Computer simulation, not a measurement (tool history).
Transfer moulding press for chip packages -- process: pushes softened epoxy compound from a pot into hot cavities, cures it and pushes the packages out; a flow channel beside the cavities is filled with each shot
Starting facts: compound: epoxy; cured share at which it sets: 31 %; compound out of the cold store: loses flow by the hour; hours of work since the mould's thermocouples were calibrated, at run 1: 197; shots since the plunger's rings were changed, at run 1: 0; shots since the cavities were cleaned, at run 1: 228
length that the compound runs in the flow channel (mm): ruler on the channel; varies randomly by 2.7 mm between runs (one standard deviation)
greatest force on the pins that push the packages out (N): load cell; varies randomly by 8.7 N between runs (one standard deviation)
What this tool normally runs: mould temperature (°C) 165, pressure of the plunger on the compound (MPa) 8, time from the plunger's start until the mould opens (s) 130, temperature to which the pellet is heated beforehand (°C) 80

run,hour,mould temperature (°C),pressure of the plunger on the compound (MPa),time from the plunger's start until the mould opens (s),temperature to which the pellet is heated beforehand (°C),hours of work since the mould's thermocouples were calibrated,shots since the plunger's rings were changed,shots since the cavities were cleaned,incoming compound's hours out of the cold store,length that the compound runs in the flow channel (mm),greatest force on the pins that push the packages out (N)
1,0,165,8,130,80,197,0,228,11.6,835,587
2,21.5,165,8,130,80,210,183,411,13,815,677
3,34.5,165,8,130,80,217,294,522,18.3,789,728
4,59.5,165,8.01,130,80,231,507,735,12.6,811,766
5,77.5,165,8,130,80,241,661,889,34.7,714,770
# hour 82: cavities cleaned with cleaning compound and waxed
6,93.3,164,8,130,80,250,783,96,8.1,843,491
7,117.9,165,8,130,80,264,993,306,41.8,680,628
8,137.7,165,8,130,80,275,1161,474,14.8,799,722
9,152.3,165,8,130,80,283,1286,599,44.4,661,710
10,169,165,8,130,80,293,1428,741,14.8,789,771
11,188.5,165,8,130,80,304,1595,908,36.3,693,785
# hour 192: cavities cleaned with cleaning compound and waxed
12,212.9,165,8,130,80,317,1790,178,26,734,537
13,235.4,165,8,130,80,330,1982,370,22.6,742,623
14,262.5,165,8,130,80,345,2214,602,37.9,675,717
15,274.6,165,8,130,80,352,2317,705,45,646,718
16,296,165,7.43,161,82,364,2499,887,38.8,645,721
# hour 301: cavities cleaned with cleaning compound and waxed
17,315.1,159,8.52,130,80,374,2649,120,32.7,736,647
18,334.2,159,8.52,130,80,385,2812,283,20,794,840
# hour 343.4: plunger's sealing rings changed
19,353.3,159,8.52,130,79,394,84,424,45.8,725,849
20,371.9,171,9.64,152,73,405,244,584,46.3,718,644
21,390.3,160,9.64,152,73,416,400,740,21.4,882,791
# hour 412.8: cavities cleaned with cleaning compound and waxed
22,414.9,163,7.84,157,80,429,598,19,46.1,667,381
23,426.2,167,7.52,129,75,435,693,114,18.9,751,469
24,452.3,170,8,140,80,450,916,337,47.9,638,589
25,469.2,170,8,134,80,460,1061,482,34,694,641
26,494.8,170,8,134,80,474,1279,700,46,640,710
27,518.8,170,6.88,134,80,488,1484,905,37,628,703
# hour 521.5: cavities cleaned with cleaning compound and waxed
28,534.6,165,9.66,130,80,496,1605,111,12.3,878,488
29,559.5,165,8.16,130,74,510,1818,324,46.9,656,630

Across each entry between runs, compare the hidden state at the last listed run before it with the hidden state at the first listed run after it:
In the gap between runs 5 and 6: cavities cleaned with cleaning compound and waxed (hour 82)
  true mould temperature over the reading, C: 0.5 -> 0.52; pressure that reaches the compound, % of what is set: 97.15 -> 96.65; grip of the stained cavities, % over clean ones': 106.6 -> 27.4
  measured minus no-state result, length that the compound runs in the flow channel (mm): -12 -> -17; greatest force on the pins that push the packages out (N): +391 -> +96
In the gap between runs 11 and 12: cavities cleaned with cleaning compound and waxed (hour 192)
  true mould temperature over the reading, C: 0.61 -> 0.64; pressure that reaches the compound, % of what is set: 93.46 -> 92.66; grip of the stained cavities, % over clean ones': 107.1 -> 41
  measured minus no-state result, length that the compound runs in the flow channel (mm): -27 -> -31; greatest force on the pins that push the packages out (N): +399 -> +147
In the gap between runs 16 and 17: cavities cleaned with cleaning compound and waxed (hour 301)
  true mould temperature over the reading, C: 0.72 -> 0.73; pressure that reaches the compound, % of what is set: 89.87 -> 89.24; grip of the stained cavities, % over clean ones': 106.5 -> 29.7
  measured minus no-state result, length that the compound runs in the flow channel (mm): -38 -> -47; greatest force on the pins that push the packages out (N): +369 -> +120
In the gap between runs 18 and 19: plunger's sealing rings changed (hour 343.4)
  true mould temperature over the reading, C: 0.75 -> 0.77; pressure that reaches the compound, % of what is set: 88.61 -> 99.63; grip of the stained cavities, % over clean ones': 57.4 -> 75.4
  measured minus no-state result, length that the compound runs in the flow channel (mm): -54 -> -4; greatest force on the pins that push the packages out (N): +277 -> +338
In the gap between runs 21 and 22: cavities cleaned with cleaning compound and waxed (hour 412.8)
  true mould temperature over the reading, C: 0.81 -> 0.83; pressure that reaches the compound, % of what is set: 98.35 -> 97.56; grip of the stained cavities, % over clean ones': 99.2 -> 5.6
  measured minus no-state result, length that the compound runs in the flow channel (mm): -12 -> -12; greatest force on the pins that push the packages out (N): +384 -> +15
In the gap between runs 27 and 28: cavities cleaned with cleaning compound and waxed (hour 521.5)
  true mould temperature over the reading, C: 0.94 -> 0.95; pressure that reaches the compound, % of what is set: 93.99 -> 93.52; grip of the stained cavities, % over clean ones': 107.7 -> 30
  measured minus no-state result, length that the compound runs in the flow channel (mm): -22 -> -35; greatest force on the pins that push the packages out (N): +366 -> +99

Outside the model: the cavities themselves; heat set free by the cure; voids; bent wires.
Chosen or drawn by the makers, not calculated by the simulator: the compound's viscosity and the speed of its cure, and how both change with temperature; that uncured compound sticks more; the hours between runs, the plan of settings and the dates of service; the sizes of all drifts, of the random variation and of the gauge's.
